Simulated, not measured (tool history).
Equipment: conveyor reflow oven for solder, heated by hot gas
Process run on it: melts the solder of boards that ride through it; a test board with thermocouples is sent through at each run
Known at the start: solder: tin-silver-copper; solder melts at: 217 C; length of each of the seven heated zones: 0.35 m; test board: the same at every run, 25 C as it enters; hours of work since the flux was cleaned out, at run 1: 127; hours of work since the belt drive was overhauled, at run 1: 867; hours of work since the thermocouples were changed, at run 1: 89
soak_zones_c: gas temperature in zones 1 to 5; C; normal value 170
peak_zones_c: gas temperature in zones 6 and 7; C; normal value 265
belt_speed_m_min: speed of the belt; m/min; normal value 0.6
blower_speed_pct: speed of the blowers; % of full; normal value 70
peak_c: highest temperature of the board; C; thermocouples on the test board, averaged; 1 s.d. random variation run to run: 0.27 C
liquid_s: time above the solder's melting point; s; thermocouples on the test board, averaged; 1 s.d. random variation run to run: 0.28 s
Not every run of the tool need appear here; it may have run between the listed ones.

| run | hour | soak_zones_c | peak_zones_c | belt_speed_m_min | blower_speed_pct | hours of work since the flux was cleaned out | hours of work since the belt drive was overhauled | hours of work since the thermocouples were changed | peak_c | liquid_s |
|---|---|---|---|---|---|---|---|---|---|---|
| 1 | 0 | 170 | 265 | 0.6 | 70 | 127 | 867 | 89 | 251.1 | 51.4 |
| 2 | 28.5 | 170 | 265 | 0.6 | 70 | 140 | 880 | 102 | 251.6 | 51.7 |
| 3 | 69.4 | 170 | 265 | 0.6 | 70 | 159 | 898 | 121 | 251.6 | 51.4 |
| 4 | 122.8 | 170 | 265 | 0.6 | 70 | 184 | 923 | 145 | 251.7 | 51.7 |
| 5 | 190 | 172 | 265 | 0.6 | 70 | 214 | 954 | 176 | 251.7 | 52.6 |
| 6 | 233.6 | 172 | 265 | 0.6 | 70 | 234 | 974 | 196 | 252.3 | 52.1 |
|  | 264 | belt drive overhauled, speed set with a stopwatch |
| 7 | 304.2 | 172 | 265 | 0.6 | 70 | 265 | 18 | 227 | 252 | 52.3 |
|  | 314.2 | flux residue cleaned out of gas plates and filters |
| 8 | 363.4 | 172 | 265 | 0.6 | 70 | 23 | 43 | 252 | 251.9 | 52 |
| 9 | 403.8 | 172 | 265 | 0.499 | 70 | 41 | 62 | 270 | 256 | 68.1 |
| 10 | 433.9 | 172 | 265 | 0.499 | 70 | 55 | 76 | 284 | 256 | 67.7 |
| 11 | 474.1 | 172 | 265 | 0.499 | 70 | 73 | 94 | 302 | 256.4 | 67.3 |
| 12 | 502.8 | 172 | 265 | 0.499 | 57 | 87 | 107 | 316 | 252.8 | 64.7 |
| 13 | 569.7 | 172 | 265 | 0.499 | 57 | 117 | 138 | 346 | 253.1 | 64.3 |
| 14 | 628.3 | 172 | 265 | 0.499 | 57 | 144 | 165 | 373 | 253.4 | 63.6 |
| 15 | 678.4 | 172 | 265 | 0.499 | 57 | 167 | 188 | 396 | 253 | 64.3 |
| 16 | 709.1 | 170 | 265 | 0.496 | 70 | 181 | 202 | 410 | 256.6 | 67.3 |
| 17 | 737 | 170 | 280 | 0.496 | 51 | 194 | 215 | 423 | 264.4 | 71.1 |
| 18 | 785.8 | 170 | 265 | 0.563 | 70 | 217 | 237 | 445 | 253.6 | 56.6 |
| 19 | 854.2 | 174 | 268 | 0.576 | 70 | 248 | 269 | 477 | 255.5 | 58.4 |
|  | 899.5 | flux residue cleaned out of gas plates and filters |
| 20 | 920.9 | 174 | 268 | 0.576 | 66 | 10 | 297 | 505 | 254.8 | 57.3 |
| 21 | 985.9 | 164 | 268 | 0.6 | 70 | 40 | 327 | 535 | 253.4 | 50.3 |
| 22 | 1039.3 | 164 | 268 | 0.6 | 70 | 64 | 351 | 560 | 253.6 | 51 |
| 23 | 1106.4 | 164 | 268 | 0.6 | 70 | 95 | 382 | 590 | 253.1 | 50.6 |
| 24 | 1161.2 | 164 | 268 | 0.6 | 70 | 120 | 407 | 615 | 253 | 51.4 |
| 25 | 1223.3 | 170 | 255 | 0.52 | 70 | 149 | 436 | 644 | 245.9 | 56.6 |
| 26 | 1285 | 170 | 271 | 0.534 | 70 | 177 | 464 | 672 | 260 | 64 |
| 27 | 1344.6 | 182 | 265 | 0.6 | 70 | 204 | 491 | 700 | 253.3 | 56.6 |
| 28 | 1404.6 | 182 | 265 | 0.6 | 70 | 232 | 519 | 727 | 253.5 | 56.2 |
| 29 | 1468.3 | 182 | 265 | 0.6 | 70 | 261 | 548 | 756 | 253.3 | 56.6 |
|  | 1490 | flux residue cleaned out of gas plates and filters |
| 30 | 1525.4 | 167 | 273 | 0.543 | 64 | 16 | 572 | 780 | 259.1 | 60.8 |
| 31 | 1581.5 | 158 | 257 | 0.544 | 73 | 42 | 598 | 806 | 245.9 | 50.3 |

Branching from run 31: 4 alternative next runs. What would each branch give?
| A | 1618.7 | 173 | 275 | 0.544 | 63 | 59 | 615 | 823 | ? | ? |
| B | 1618.7 | 174 | 272 | 0.6 | 70 | 59 | 615 | 823 | ? | ? |
| C | 1618.7 | 184 | 260 | 0.51 | 70 | 59 | 615 | 823 | ? | ? |
| D | 1618.7 | 169 | 257 | 0.544 | 73 | 59 | 615 | 823 | ? | ? |

| run | peak_c | liquid_s |
|---|---|---|
| A | 261.1 | 64.2 |
| B | 257.9 | 56.1 |
| C | 252.2 | 68.3 |
| D | 247.6 | 54.7 |
With the hidden condition removed and each run's random variation left untouched, the same runs would have given:
| run | peak_c | liquid_s |
|---|---|---|
| A | 261.2 | 64.1 |
| B | 258 | 56 |
| C | 252.3 | 68.2 |
| D | 247.7 | 54.6 |
